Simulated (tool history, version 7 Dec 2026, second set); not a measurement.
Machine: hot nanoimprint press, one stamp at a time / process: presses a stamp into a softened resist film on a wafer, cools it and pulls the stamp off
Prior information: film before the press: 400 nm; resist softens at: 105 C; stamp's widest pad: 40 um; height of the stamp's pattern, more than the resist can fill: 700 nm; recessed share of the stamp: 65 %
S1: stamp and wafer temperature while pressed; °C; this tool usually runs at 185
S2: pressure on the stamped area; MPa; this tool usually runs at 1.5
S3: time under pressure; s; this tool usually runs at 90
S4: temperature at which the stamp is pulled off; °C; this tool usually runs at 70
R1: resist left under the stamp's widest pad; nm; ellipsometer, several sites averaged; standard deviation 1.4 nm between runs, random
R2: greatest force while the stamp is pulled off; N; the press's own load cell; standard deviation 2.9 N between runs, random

Run 1, day 0: usual settings. Result: R1 224.5 nm, R2 172 N.
Run 2, day 0.704: usual settings but S3 165 s. Result: R1 179.8 nm, R2 180 N.
Run 3, day 1.033: usual settings but S3 165 s. Result: R1 179.6 nm, R2 176 N.
Run 4, day 1.721: usual settings but S2 0.96 MPa. Result: R1 262.6 nm, R2 175 N.
Run 5, day 2.104: usual settings but S2 0.96 MPa. Result: R1 260.4 nm, R2 183 N.
Run 6, day 2.529: usual settings but S4 58 °C. Result: R1 226.4 nm, R2 201 N.
Run 7, day 3.258: usual settings but S4 58 °C. Result: R1 228.9 nm, R2 201 N.
Run 8, day 3.688: usual settings but S4 58 °C. Result: R1 228.6 nm, R2 204 N.
At day 3.983: stamp cleaned and given a new release coat.
Run 9, day 4.471: usual settings but S4 55 °C. Result: R1 228.6 nm, R2 159 N.
Run 10, day 5.258: usual settings but S4 55 °C. Result: R1 231.1 nm, R2 171 N.
At day 5.433: plate thermocouple calibrated.
Run 11, day 5.783: usual settings but S4 55 °C. Result: R1 229.8 nm, R2 164 N.
Run 12, day 6.529: usual settings but S4 55 °C. Result: R1 232.4 nm, R2 170 N.
Run 13, day 7.075: usual settings. Result: R1 232.8 nm, R2 149 N.
Run 14, day 7.571: usual settings. Result: R1 234.4 nm, R2 145 N.
Run 15, day 7.908: usual settings. Result: R1 232.1 nm, R2 153 N.
Run 16, day 8.408: usual settings but S1 192 °C, S3 55 s, S4 76 °C. Result: R1 207.1 nm, R2 137 N.
At day 8.892: plate thermocouple calibrated, once more.
Run 17, day 9.129: usual settings but S1 186 °C, S3 121 s. Result: R1 186.3 nm, R2 148 N.
Run 18, day 9.829: usual settings but S1 194 °C, S2 1.64 MPa, S3 121 s. Result: R1 121.6 nm, R2 144 N.
Run 19, day 10.533: usual settings but S1 195 °C, S2 1.2 MPa, S4 76 °C. Result: R1 153.5 nm, R2 141 N.
Run 20, day 11.196: usual settings but S1 195 °C, S2 1.2 MPa, S4 76 °C. Result: R1 153.1 nm, R2 144 N.
Run 21, day 11.838: usual settings but S1 193 °C, S2 1.2 MPa, S3 154 s, S4 62 °C. Result: R1 133.3 nm, R2 164 N.
Run 22, day 12.417: usual settings but S1 193 °C, S2 1.2 MPa, S3 105 s, S4 62 °C. Result: R1 159.6 nm, R2 165 N.
Run 23, day 13.221: usual settings but S1 193 °C, S2 1.2 MPa, S3 105 s, S4 62 °C. Result: R1 155.7 nm, R2 170 N.
Run 24, day 13.846: usual settings but S1 193 °C, S2 1.2 MPa, S3 105 s, S4 62 °C. Result: R1 156.1 nm, R2 172 N.
Run 25, day 14.204: usual settings but S1 174 °C, S2 2.13 MPa, S4 62 °C. Result: R1 296.4 nm, R2 171 N.
Run 26, day 14.629: usual settings but S1 174 °C, S2 1.05 MPa, S3 46 s, S4 77 °C. Result: R1 367.5 nm, R2 146 N.
Run 27, day 15.025: usual settings but S1 174 °C, S2 1.05 MPa, S3 163 s, S4 61 °C. Result: R1 306.7 nm, R2 180 N.
Run 28, day 15.529: usual settings but S1 195 °C, S2 0.95 MPa, S3 115 s, S4 62 °C. Result: R1 152.2 nm, R2 171 N.
Run 29, day 16.112: usual settings but S1 194 °C, S3 157 s. Result: R1 115.3 nm, R2 161 N.
Run 30, day 16.704: usual settings but S2 1.93 MPa. Result: R1 200.4 nm, R2 161 N.

Each row is a separate what-if for the run after 30, all from the same tool condition, not one after another. Results?
Run A, day 17.442: usual settings but S1 190 °C, S3 74 s, S4 56 °C. Result: R1 ?, R2 ?.
Run B, day 17.442: usual settings but S1 195 °C, S2 1.09 MPa, S3 128 s. Result: R1 ?, R2 ?.
Run C, day 17.442: usual settings but S1 187 °C, S3 125 s. Result: R1 ?, R2 ?.
Run D, day 17.442: usual settings but S2 1.93 MPa, S3 160 s. Result: R1 ?, R2 ?.

run     R1   R2
  A  189.8  190
  B  138.7  170
  C  177.3  165
  D  157.9  166
With the hidden condition removed and each run's random variation left untouched, the same runs would have given:
run     R1   R2
  A  185.1  157
  B  135.6  140
  C  172.8  136
  D  152.9  137
